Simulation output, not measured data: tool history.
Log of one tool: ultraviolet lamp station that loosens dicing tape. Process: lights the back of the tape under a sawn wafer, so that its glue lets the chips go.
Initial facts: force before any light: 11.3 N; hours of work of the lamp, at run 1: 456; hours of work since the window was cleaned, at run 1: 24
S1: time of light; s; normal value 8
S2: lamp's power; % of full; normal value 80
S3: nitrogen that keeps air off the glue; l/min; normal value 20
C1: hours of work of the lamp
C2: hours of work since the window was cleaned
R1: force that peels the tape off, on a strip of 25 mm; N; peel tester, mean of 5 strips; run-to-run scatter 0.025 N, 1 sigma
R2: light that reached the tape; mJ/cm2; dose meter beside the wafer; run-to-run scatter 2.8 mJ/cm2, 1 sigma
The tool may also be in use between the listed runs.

| run | hour | S1 | S2 | S3 | C1 | C2 | R1 | R2 |
|---|---|---|---|---|---|---|---|---|
| 1 | 0 | 8 | 80 | 20 | 456 | 24 | 1.5 | 366 |
| 2 | 14.6 | 8 | 80 | 20 | 466 | 33 | 1.497 | 360 |
| 3 | 26.1 | 8 | 80 | 20 | 473 | 41 | 1.547 | 361 |
| 4 | 35.4 | 8 | 80 | 20 | 479 | 47 | 1.502 | 360 |
| 5 | 45.3 | 8 | 80 | 20 | 486 | 53 | 1.555 | 355 |
| 6 | 58.6 | 11 | 80 | 20 | 494 | 62 | 0.752 | 495 |
| 7 | 76.5 | 11 | 80 | 20 | 506 | 74 | 0.78 | 494 |
| 8 | 85.7 | 11 | 80 | 20 | 512 | 80 | 0.767 | 488 |
| 9 | 105.1 | 8 | 91 | 20 | 525 | 92 | 1.232 | 401 |
| 10 | 122 | 8 | 80 | 20 | 536 | 103 | 1.629 | 352 |
| 11 | 142 | 8 | 67 | 20 | 549 | 116 | 2.257 | 294 |
| 12 | 154.8 | 8 | 67 | 20 | 557 | 125 | 2.263 | 291 |
| 13 | 167.4 | 8 | 67 | 20 | 565 | 133 | 2.236 | 290 |
| 14 | 184 | 8 | 67 | 20 | 576 | 144 | 2.317 | 285 |
| 15 | 193 | 8 | 67 | 20 | 582 | 149 | 2.324 | 289 |
| 16 | 202.5 | 8 | 67 | 20 | 588 | 156 | 2.292 | 289 |
| 17 | 220.9 | 8 | 80 | 20 | 600 | 168 | 1.747 | 342 |
| 18 | 239.8 | 8 | 72 | 20 | 612 | 180 | 2.061 | 301 |
| 19 | 254.3 | 8 | 72 | 20 | 622 | 189 | 2.096 | 302 |
| 20 | 268 | 8 | 80 | 20 | 631 | 198 | 1.684 | 339 |
| 21 | 277 | 8 | 80 | 20 | 637 | 204 | 1.768 | 339 |
| 22 | 286.7 | 8 | 80 | 20 | 643 | 211 | 1.772 | 335 |
| 23 | 302.4 | 8 | 84 | 36 | 653 | 221 | 1.239 | 349 |
| 24 | 319.1 | 8 | 84 | 36 | 664 | 232 | 1.255 | 348 |
| 25 | 333.1 | 13 | 99 | 8 | 673 | 241 | 0.711 | 666 |

The next listed run, before its measurement:
| 26 | 346.4 | 13 | 73 | 8 | 682 | 249 | ? | ? |

{"run 26": {"R1": 1.447, "R2": 487}}
Were there no unlogged condition in the tool, this run, its random variation unchanged, would have produced R1 0.916 N, R2 601 mJ/cm2.
